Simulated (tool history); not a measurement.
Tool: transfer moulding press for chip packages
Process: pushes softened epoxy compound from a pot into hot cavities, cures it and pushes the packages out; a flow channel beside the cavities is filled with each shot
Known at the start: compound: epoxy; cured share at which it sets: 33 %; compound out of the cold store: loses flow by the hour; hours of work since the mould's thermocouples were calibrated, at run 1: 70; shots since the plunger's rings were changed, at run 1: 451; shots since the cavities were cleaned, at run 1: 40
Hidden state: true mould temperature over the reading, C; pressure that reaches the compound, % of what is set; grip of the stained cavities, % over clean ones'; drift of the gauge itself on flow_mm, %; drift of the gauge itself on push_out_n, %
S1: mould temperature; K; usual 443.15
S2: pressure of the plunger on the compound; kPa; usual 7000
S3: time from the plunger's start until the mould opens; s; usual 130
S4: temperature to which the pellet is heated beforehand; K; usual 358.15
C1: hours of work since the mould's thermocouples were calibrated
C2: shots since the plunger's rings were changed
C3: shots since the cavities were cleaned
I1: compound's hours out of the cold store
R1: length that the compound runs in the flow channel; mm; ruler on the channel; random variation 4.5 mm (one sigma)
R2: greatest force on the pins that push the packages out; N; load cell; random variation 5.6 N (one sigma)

| run | hour | S1 | S2 | S3 | S4 | C1 | C2 | C3 | I1 | R1 | R2 |
|---|---|---|---|---|---|---|---|---|---|---|---|
| 1 | 0 | 443.15 | 7000 | 130 | 358.15 | 70 | 451 | 40 | 8.8 | 544 | 206 |
| 2 | 7.2 | 443.15 | 7000 | 130 | 358.15 | 73 | 494 | 83 | 10.7 | 536 | 220 |
| 3 | 20.2 | 443.15 | 7000 | 130 | 358.15 | 78 | 571 | 160 | 36 | 465 | 244 |
| 4 | 26.6 | 443.15 | 7000 | 130 | 358.15 | 81 | 609 | 198 | 45.2 | 459 | 252 |
| 5 | 35 | 443.15 | 7000 | 130 | 358.15 | 84 | 659 | 248 | 11.1 | 528 | 275 |
| 6 | 43.3 | 443.15 | 7000 | 130 | 358.15 | 88 | 708 | 297 | 33 | 484 | 265 |
| 7 | 55.2 | 442.15 | 7000 | 130 | 358.15 | 93 | 779 | 368 | 39.2 | 462 | 299 |
| 8 | 63 | 442.15 | 7000 | 130 | 358.15 | 96 | 826 | 415 | 22.5 | 500 | 310 |
| 9 | 76.6 | 442.15 | 7000 | 130 | 358.15 | 101 | 907 | 496 | 14.8 | 530 | 318 |
| 10 | 91.3 | 442.15 | 7000 | 130 | 358.15 | 107 | 994 | 583 | 14.4 | 520 | 329 |
|  | 100.6 | cavities cleaned with cleaning compound and waxed |
| 11 | 103.7 | 443.15 | 7000 | 130 | 355.15 | 111 | 1059 | 18 | 21.8 | 500 | 212 |
| 12 | 112.4 | 443.15 | 7000 | 130 | 355.15 | 115 | 1111 | 70 | 12.6 | 518 | 225 |
| 13 | 120.3 | 443.15 | 7600 | 130 | 358.15 | 118 | 1158 | 117 | 44.4 | 472 | 229 |
| 14 | 133.9 | 443.15 | 7000 | 149 | 358.15 | 124 | 1239 | 198 | 9.1 | 519 | 255 |
| 15 | 143.6 | 443.15 | 7000 | 149 | 358.15 | 127 | 1297 | 256 | 44.6 | 441 | 266 |
| 16 | 157.8 | 446.15 | 5810 | 149 | 358.15 | 133 | 1381 | 340 | 19.9 | 454 | 263 |
| 17 | 171.7 | 446.15 | 5810 | 149 | 358.15 | 139 | 1464 | 423 | 21.8 | 445 | 285 |
| 18 | 181.7 | 446.15 | 5810 | 149 | 358.15 | 143 | 1524 | 483 | 26.1 | 433 | 288 |
| 19 | 190.1 | 446.15 | 5810 | 149 | 358.15 | 146 | 1573 | 532 | 36.6 | 412 | 297 |
| 20 | 196.3 | 446.15 | 8590 | 130 | 362.15 | 149 | 1611 | 570 | 45.3 | 486 | 315 |
| 21 | 205.6 | 438.15 | 6250 | 130 | 362.15 | 152 | 1665 | 624 | 22.8 | 473 | 388 |
|  | 208.4 | cavities cleaned with cleaning compound and waxed |
| 22 | 217.9 | 444.15 | 7840 | 151 | 350.15 | 157 | 1730 | 56 | 16 | 534 | 201 |
| 23 | 230.7 | 444.15 | 7840 | 125 | 354.15 | 162 | 1806 | 132 | 28.6 | 504 | 244 |
| 24 | 240.7 | 444.15 | 7840 | 125 | 354.15 | 166 | 1866 | 192 | 34.9 | 487 | 257 |
| 25 | 248.7 | 444.15 | 7840 | 125 | 354.15 | 169 | 1913 | 239 | 24.2 | 511 | 272 |
| 26 | 254.7 | 445.15 | 7990 | 114 | 358.15 | 171 | 1949 | 275 | 8.5 | 552 | 293 |
| 27 | 267.3 | 447.15 | 5940 | 111 | 364.15 | 177 | 2024 | 350 | 41.1 | 402 | 287 |
| 28 | 278.2 | 441.15 | 5930 | 130 | 365.15 | 181 | 2089 | 415 | 28.8 | 444 | 312 |
| 29 | 291.7 | 437.15 | 5790 | 112 | 362.15 | 186 | 2169 | 495 | 45.2 | 411 | 457 |

Hidden state or all else? Some run-to-run changes of R1, split into what the settings, what came in and random variation would give without the hidden state, and what is left for the hidden state (with any gauge scatter that isn't in both results):
Run 14 -> 15: no setting changed, nothing entered. R1 -78 mm: hidden state +1, all else -79.
Run 21 -> 22: S1 438.15 -> 444.15, S2 6250 -> 7840, S3 130 -> 151, S4 362.15 -> 350.15, cavities cleaned with cleaning compound and waxed. R1 +61 mm: hidden state -3, all else +64.
Run 26 -> 27: S1 445.15 -> 447.15, S2 7990 -> 5940, S3 114 -> 111, S4 358.15 -> 364.15. R1 -150 mm: hidden state +5, all else -155.
